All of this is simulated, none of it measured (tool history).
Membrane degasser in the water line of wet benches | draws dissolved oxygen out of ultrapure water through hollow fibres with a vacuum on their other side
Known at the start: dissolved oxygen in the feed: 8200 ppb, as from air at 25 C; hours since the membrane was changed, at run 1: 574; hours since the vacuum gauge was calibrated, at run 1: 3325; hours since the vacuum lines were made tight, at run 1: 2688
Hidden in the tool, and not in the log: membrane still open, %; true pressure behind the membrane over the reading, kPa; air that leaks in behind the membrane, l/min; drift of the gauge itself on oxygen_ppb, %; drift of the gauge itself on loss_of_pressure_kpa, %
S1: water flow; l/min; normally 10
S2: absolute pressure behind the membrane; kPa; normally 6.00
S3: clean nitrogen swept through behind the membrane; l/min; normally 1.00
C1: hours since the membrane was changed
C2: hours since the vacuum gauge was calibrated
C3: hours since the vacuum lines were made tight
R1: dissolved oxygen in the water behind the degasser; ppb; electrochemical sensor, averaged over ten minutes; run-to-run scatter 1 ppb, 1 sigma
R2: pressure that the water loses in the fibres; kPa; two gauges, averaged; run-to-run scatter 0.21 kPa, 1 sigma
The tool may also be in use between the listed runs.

run	hour	S1	S2	S3	C1	C2	C3	R1	R2
1	0.0	10	6.00	1.00	574	3325	2688	99.3	48.61
2	20.2	10	6.00	1.00	594	3345	2708	97.5	48.68
3	54.5	10	6.00	1.00	629	3379	2743	98.0	48.57
4	96.5	10	8.48	1.00	671	3421	2785	152.5	48.82
5	136.8	10	8.48	1.00	711	3462	2825	157.2	48.46
6	155.9	10	8.48	1.00	730	3481	2844	156.3	48.78
7	181.4	10	8.48	0.62	756	3506	2870	221.7	48.43
8	205.6	10	8.48	0.62	780	3530	2894	221.5	48.85
9	242.9	10	6.00	1.00	817	3568	2931	99.0	48.33
10	272.4	10	6.00	1.00	847	3597	2961	96.0	48.75
11	291.7	10	10.82	1.00	866	3617	2980	210.1	48.49
12	326.2	10	10.82	1.00	900	3651	3014	206.3	48.36
13	372.0	10	10.82	1.00	946	3697	3060	210.4	48.39
14	416.2	10	10.82	1.00	990	3741	3104	210.0	48.41
15	436.8	10	10.82	1.00	1011	3762	3125	207.2	48.61
16	468.4	10	9.56	1.00	1043	3793	3157	181.3	48.19
17	509.9	10	9.56	1.00	1084	3835	3198	179.3	48.57
18	540.3	7	9.48	0.90	1114	3865	3228	121.4	34.09
19	570.2	7	10.72	0.41	1144	3895	3258	292.4	33.84

Run 20 has not been measured yet. What should we expect?
20	607.0	15	10.72	0.67	1181	3932	3295	?	?

Run 20 came out at R1 488.0 ppb, R2 72.81 kPa.
Take away the tool's hidden state, keep the run-to-run variation as it was, and the same run would have given R1 488.0 ppb, R2 72.80 kPa.
